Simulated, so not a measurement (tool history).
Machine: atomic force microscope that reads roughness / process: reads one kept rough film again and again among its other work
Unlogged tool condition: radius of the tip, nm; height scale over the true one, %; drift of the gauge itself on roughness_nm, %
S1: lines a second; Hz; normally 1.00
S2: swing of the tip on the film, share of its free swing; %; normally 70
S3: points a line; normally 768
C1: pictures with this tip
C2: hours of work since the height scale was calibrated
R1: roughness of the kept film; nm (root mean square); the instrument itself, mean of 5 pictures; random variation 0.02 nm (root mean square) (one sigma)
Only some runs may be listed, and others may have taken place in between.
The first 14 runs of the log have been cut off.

| run | hour | S1 | S2 | S3 | C1 | C2 | R1 |
|---|---|---|---|---|---|---|---|
|  | 776.8 | new tip fitted |
| 15 | 826.3 | 1.00 | 70 | 418 | 104 | 660 | 5.018 |
| 16 | 878.4 | 1.00 | 70 | 418 | 215 | 698 | 5.013 |
|  | 891.4 | new tip fitted |
| 17 | 949.2 | 1.00 | 70 | 418 | 122 | 748 | 4.993 |
| 18 | 981.8 | 1.00 | 70 | 418 | 191 | 772 | 4.991 |
|  | 1003.2 | new tip fitted |
| 19 | 1047.1 | 1.00 | 70 | 418 | 93 | 818 | 4.982 |
| 20 | 1109.5 | 1.00 | 70 | 418 | 225 | 863 | 4.996 |
|  | 1116.6 | new tip fitted |
| 21 | 1168.4 | 3.24 | 82 | 768 | 109 | 905 | 4.557 |
| 22 | 1199.9 | 1.00 | 81 | 325 | 176 | 928 | 4.920 |
|  | 1228.3 | new tip fitted |
| 23 | 1271.3 | 2.93 | 70 | 768 | 91 | 979 | 4.829 |
| 24 | 1322.3 | 1.59 | 85 | 585 | 199 | 1015 | 4.757 |
|  | 1343.3 | new tip fitted |
| 25 | 1395.8 | 1.59 | 85 | 585 | 111 | 1068 | 4.747 |
|  | 1454.7 | new tip fitted |
| 26 | 1454.7 | 1.00 | 68 | 532 | 0 | 1110 | 4.983 |
| 27 | 1526.4 | 1.00 | 70 | 414 | 152 | 1161 | 4.966 |
|  | 1566.1 | new tip fitted |
| 28 | 1575.3 | 1.27 | 70 | 384 | 19 | 1196 | 4.950 |
| 29 | 1620.4 | 1.27 | 70 | 384 | 115 | 1229 | 4.954 |
| 30 | 1676.1 | 0.66 | 83 | 677 | 232 | 1269 | 4.961 |
|  | 1679.6 | new tip fitted |
| 31 | 1728.6 | 0.66 | 83 | 677 | 103 | 1306 | 4.963 |
| 32 | 1770.2 | 1.00 | 70 | 519 | 191 | 1336 | 4.992 |
|  | 1791.7 | new tip fitted |
|  | 1792.7 | height scale calibrated on a step standard |
| 33 | 1837.0 | 1.20 | 62 | 323 | 94 | 32 | 4.985 |
| 34 | 1895.8 | 1.20 | 62 | 323 | 218 | 74 | 5.018 |
|  | 1907.2 | new tip fitted |
| 35 | 1954.6 | 0.50 | 79 | 631 | 100 | 116 | 5.069 |
| 36 | 2014.2 | 0.50 | 79 | 631 | 226 | 159 | 5.032 |
|  | 2019.4 | new tip fitted |
| 37 | 2057.7 | 0.50 | 79 | 631 | 81 | 190 | 5.058 |

Here are 5 independent what-if runs from the current tool condition. What would each one return?
| A | 2123.2 | 0.52 | 74 | 631 | 219 | 237 | ? |
| B | 2123.2 | 1.28 | 70 | 701 | 219 | 237 | ? |
| C | 2123.2 | 3.60 | 89 | 468 | 219 | 237 | ? |
| D | 2123.2 | 1.00 | 84 | 880 | 219 | 237 | ? |
| E | 2123.2 | 0.54 | 67 | 409 | 219 | 237 | ? |

| run | R1 |
|---|---|
| A | 4.999 |
| B | 4.988 |
| C | 4.313 |
| D | 4.917 |
| E | 5.037 |
With no hidden state in the tool, these same runs would have given:
| run | R1 |
|---|---|
| A | 5.016 |
| B | 5.006 |
| C | 4.329 |
| D | 4.934 |
| E | 5.055 |
